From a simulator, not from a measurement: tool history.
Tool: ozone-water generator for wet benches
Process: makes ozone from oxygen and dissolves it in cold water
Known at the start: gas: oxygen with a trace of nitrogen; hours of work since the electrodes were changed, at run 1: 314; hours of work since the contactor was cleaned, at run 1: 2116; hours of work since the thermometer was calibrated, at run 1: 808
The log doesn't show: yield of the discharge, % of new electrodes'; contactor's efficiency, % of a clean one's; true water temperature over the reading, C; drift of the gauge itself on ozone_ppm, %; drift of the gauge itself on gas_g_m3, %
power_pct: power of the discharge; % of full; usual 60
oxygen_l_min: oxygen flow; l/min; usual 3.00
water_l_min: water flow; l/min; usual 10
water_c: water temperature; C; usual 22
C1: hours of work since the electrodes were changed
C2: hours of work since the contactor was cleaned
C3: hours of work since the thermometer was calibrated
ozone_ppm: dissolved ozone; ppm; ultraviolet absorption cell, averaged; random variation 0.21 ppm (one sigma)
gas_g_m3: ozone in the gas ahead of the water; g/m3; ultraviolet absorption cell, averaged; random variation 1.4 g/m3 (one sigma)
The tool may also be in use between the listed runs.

Run 1, day 0.000: usual settings; C1 314; C2 2116; C3 808. Result: ozone_ppm 31.5 ppm, gas_g_m3 258.4 g/m3.
Run 2, day 1.742: usual settings; C1 349; C2 2151; C3 843. Result: ozone_ppm 31.6 ppm, gas_g_m3 261.6 g/m3.
Run 3, day 3.396: usual settings; C1 382; C2 2184; C3 876. Result: ozone_ppm 31.7 ppm, gas_g_m3 257.4 g/m3.
Run 4, day 5.375: usual settings; C1 422; C2 2224; C3 915. Result: ozone_ppm 31.4 ppm, gas_g_m3 257.9 g/m3.
Run 5, day 6.729: usual settings but water_c 15 C; C1 449; C2 2251; C3 942. Result: ozone_ppm 35.0 ppm, gas_g_m3 257.7 g/m3.
Run 6, day 8.333: usual settings but water_c 15 C; C1 481; C2 2283; C3 975. Result: ozone_ppm 35.0 ppm, gas_g_m3 259.7 g/m3.
Run 7, day 9.162: usual settings but water_c 15 C; C1 498; C2 2299; C3 991. Result: ozone_ppm 35.3 ppm, gas_g_m3 259.9 g/m3.
Run 8, day 10.996: usual settings but water_c 24 C; C1 534; C2 2336; C3 1028. Result: ozone_ppm 30.7 ppm, gas_g_m3 258.1 g/m3.
Run 9, day 12.262: usual settings but water_l_min 7 l/min, water_c 24 C; C1 560; C2 2362; C3 1053. Result: ozone_ppm 37.7 ppm, gas_g_m3 259.2 g/m3.
Run 10, day 13.508: usual settings but water_l_min 7 l/min, water_c 24 C; C1 585; C2 2386; C3 1078. Result: ozone_ppm 37.7 ppm, gas_g_m3 257.1 g/m3.
Run 11, day 15.058: usual settings but oxygen_l_min 1.77 l/min, water_l_min 7 l/min, water_c 24 C; C1 616; C2 2417; C3 1109. Result: ozone_ppm 40.9 ppm, gas_g_m3 351.6 g/m3.
Run 12, day 16.800: usual settings but power_pct 82 % of full, oxygen_l_min 1.77 l/min, water_l_min 7 l/min, water_c 24 C; C1 651; C2 2452; C3 1144. Result: ozone_ppm 47.5 ppm, gas_g_m3 413.7 g/m3.
Run 13, day 18.692: usual settings but power_pct 82 % of full, oxygen_l_min 1.77 l/min, water_l_min 7 l/min, water_c 24 C; C1 688; C2 2490; C3 1182. Result: ozone_ppm 47.4 ppm, gas_g_m3 413.1 g/m3.
Run 14, day 20.654: usual settings but power_pct 82 % of full, oxygen_l_min 1.77 l/min, water_l_min 7 l/min, water_c 24 C; C1 728; C2 2530; C3 1221. Result: ozone_ppm 47.4 ppm, gas_g_m3 413.8 g/m3.
Run 15, day 21.733: usual settings but power_pct 82 % of full, oxygen_l_min 1.77 l/min, water_l_min 7 l/min, water_c 24 C; C1 749; C2 2551; C3 1243. Result: ozone_ppm 48.0 ppm, gas_g_m3 414.9 g/m3.
Run 16, day 23.204: usual settings but power_pct 82 % of full, oxygen_l_min 1.77 l/min, water_l_min 7 l/min, water_c 24 C; C1 779; C2 2581; C3 1272. Result: ozone_ppm 47.5 ppm, gas_g_m3 410.6 g/m3.
Run 17, day 24.138: usual settings but power_pct 82 % of full, oxygen_l_min 1.77 l/min, water_l_min 7 l/min, water_c 24 C; C1 797; C2 2599; C3 1291. Result: ozone_ppm 47.0 ppm, gas_g_m3 412.3 g/m3.
Run 18, day 26.125: usual settings but power_pct 82 % of full, oxygen_l_min 4.54 l/min, water_l_min 7 l/min, water_c 26 C; C1 837; C2 2639; C3 1331. Result: ozone_ppm 38.0 ppm, gas_g_m3 235.7 g/m3.
Run 19, day 27.558: usual settings but power_pct 44 % of full, oxygen_l_min 4.54 l/min, water_c 16 C; C1 866; C2 2668; C3 1359. Result: ozone_ppm 28.3 ppm, gas_g_m3 174.4 g/m3.
Run 20, day 29.296: usual settings but power_pct 66 % of full, water_l_min 7 l/min, water_c 28 C; C1 901; C2 2703; C3 1394. Result: ozone_ppm 36.2 ppm, gas_g_m3 270.2 g/m3.
Run 21, day 30.467: usual settings but power_pct 66 % of full, water_l_min 7 l/min, water_c 28 C; C1 924; C2 2726; C3 1418. Result: ozone_ppm 36.6 ppm, gas_g_m3 271.2 g/m3.
Run 22, day 32.238: usual settings but power_pct 48 % of full, oxygen_l_min 2.17 l/min, water_l_min 12 l/min, water_c 21 C; C1 960; C2 2761; C3 1453. Result: ozone_ppm 25.4 ppm, gas_g_m3 277.7 g/m3.
Run 23, day 33.617: usual settings but oxygen_l_min 3.10 l/min; C1 987; C2 2789; C3 1481. Result: ozone_ppm 31.5 ppm, gas_g_m3 252.5 g/m3.
Run 24, day 34.946: usual settings but oxygen_l_min 3.10 l/min; C1 1014; C2 2816; C3 1507. Result: ozone_ppm 31.6 ppm, gas_g_m3 253.8 g/m3.
Run 25, day 36.917: usual settings but power_pct 49 % of full, water_c 18 C; C1 1053; C2 2855; C3 1547. Result: ozone_ppm 30.5 ppm, gas_g_m3 234.6 g/m3.
Run 26, day 38.571: usual settings but power_pct 98 % of full, oxygen_l_min 4.51 l/min, water_l_min 14 l/min, water_c 26 C; C1 1086; C2 2888; C3 1580. Result: ozone_ppm 28.9 ppm, gas_g_m3 260.1 g/m3.
Run 27, day 40.200: usual settings but power_pct 98 % of full, oxygen_l_min 2.15 l/min, water_l_min 13 l/min, water_c 16 C; C1 1119; C2 2921; C3 1613. Result: ozone_ppm 35.7 ppm, gas_g_m3 402.2 g/m3.
Run 28, day 41.971: usual settings but power_pct 98 % of full, oxygen_l_min 2.15 l/min, water_l_min 13 l/min, water_c 16 C; C1 1155; C2 2956; C3 1648. Result: ozone_ppm 36.1 ppm, gas_g_m3 402.6 g/m3.
Run 29, day 43.138: usual settings but power_pct 67 % of full, oxygen_l_min 2.40 l/min, water_l_min 15 l/min; C1 1178; C2 2980; C3 1671. Result: ozone_ppm 24.7 ppm, gas_g_m3 313.0 g/m3.
Run 30, day 44.933: usual settings but power_pct 67 % of full, oxygen_l_min 2.40 l/min, water_l_min 15 l/min; C1 1214; C2 3016; C3 1707. Result: ozone_ppm 24.9 ppm, gas_g_m3 313.5 g/m3.
Run 31, day 46.388: usual settings but power_pct 80 % of full, water_l_min 7 l/min, water_c 28 C; C1 1243; C2 3045; C3 1736. Result: ozone_ppm 40.2 ppm, gas_g_m3 300.1 g/m3.
Run 32, day 47.208: usual settings but power_pct 80 % of full, water_l_min 7 l/min, water_c 28 C; C1 1259; C2 3061; C3 1753. Result: ozone_ppm 40.3 ppm, gas_g_m3 297.5 g/m3.

Forecast run 33:
Run 33, day 48.271: usual settings but power_pct 80 % of full, water_l_min 7 l/min, water_c 16 C; C1 1281; C2 3083; C3 1774. Result: ozone_ppm ?, gas_g_m3 ?.

Run 33 gave ozone_ppm 50.7 ppm, gas_g_m3 301.0 g/m3.
Without the tool's hidden state the same run would have given ozone_ppm 50.7 ppm, gas_g_m3 301.0 g/m3.
